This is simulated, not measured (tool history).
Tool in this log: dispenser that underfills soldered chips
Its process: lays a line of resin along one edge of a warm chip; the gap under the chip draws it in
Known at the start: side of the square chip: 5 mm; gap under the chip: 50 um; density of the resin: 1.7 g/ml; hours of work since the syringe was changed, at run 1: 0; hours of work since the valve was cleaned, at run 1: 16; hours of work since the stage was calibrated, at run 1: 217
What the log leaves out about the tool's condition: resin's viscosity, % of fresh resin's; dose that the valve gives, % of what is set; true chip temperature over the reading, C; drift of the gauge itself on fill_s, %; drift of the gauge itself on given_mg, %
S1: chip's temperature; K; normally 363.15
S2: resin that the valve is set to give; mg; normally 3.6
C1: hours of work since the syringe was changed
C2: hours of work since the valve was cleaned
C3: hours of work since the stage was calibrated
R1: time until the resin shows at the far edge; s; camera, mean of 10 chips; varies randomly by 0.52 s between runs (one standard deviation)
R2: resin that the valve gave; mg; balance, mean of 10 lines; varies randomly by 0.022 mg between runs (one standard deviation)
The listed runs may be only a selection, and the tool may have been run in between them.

run,hour,S1,S2,C1,C2,C3,R1,R2
1,0,363.15,3.6,0,16,217,44.6,3.56
2,7.6,363.15,3.6,5,21,222,57.5,3.58
# hour 14.3: new syringe of resin
3,15.6,363.15,3.6,1,26,227,45.9,3.53
4,21.4,363.15,3.6,5,30,231,56.2,3.52
5,25.9,363.15,3.6,7,32,234,65.4,3.52
# hour 28.8: new syringe of resin
6,32.5,363.15,3.6,2,36,238,49.1,3.49
7,40.7,356.15,4.35,8,42,243,84.8,4.21
# hour 43.4: new syringe of resin
# hour 46.4: dispensing valve cleaned and set on the balance
8,48.8,362.15,3.2,3,2,248,53,3.18
9,54.1,358.15,3.9,6,5,251,70.7,3.87
# hour 58.8: new syringe of resin
10,60.9,350.15,3.6,1,9,255,75.5,3.58
11,67.8,350.15,3.6,6,13,259,94.5,3.58

Alternative continuations, all from the tool just after run 11; predict every row:
# hour 73.4: new syringe of resin
A,73.4,353.15,3.67,0,17,263,?,?
# hour 73.4: new syringe of resin
B,73.4,363.15,4.02,0,17,263,?,?
# hour 73.4: new syringe of resin
C,73.4,370.15,3.78,0,17,263,?,?
# hour 73.4: new syringe of resin
D,73.4,354.15,3.37,0,17,263,?,?

run,R1,R2
A,62.3,3.59
B,42.8,3.97
C,33.4,3.79
D,59.9,3.33
Without the tool's unlogged condition, the same runs would have read:
run,R1,R2
A,60.1,3.63
B,41.4,4.01
C,32.3,3.83
D,57.7,3.37
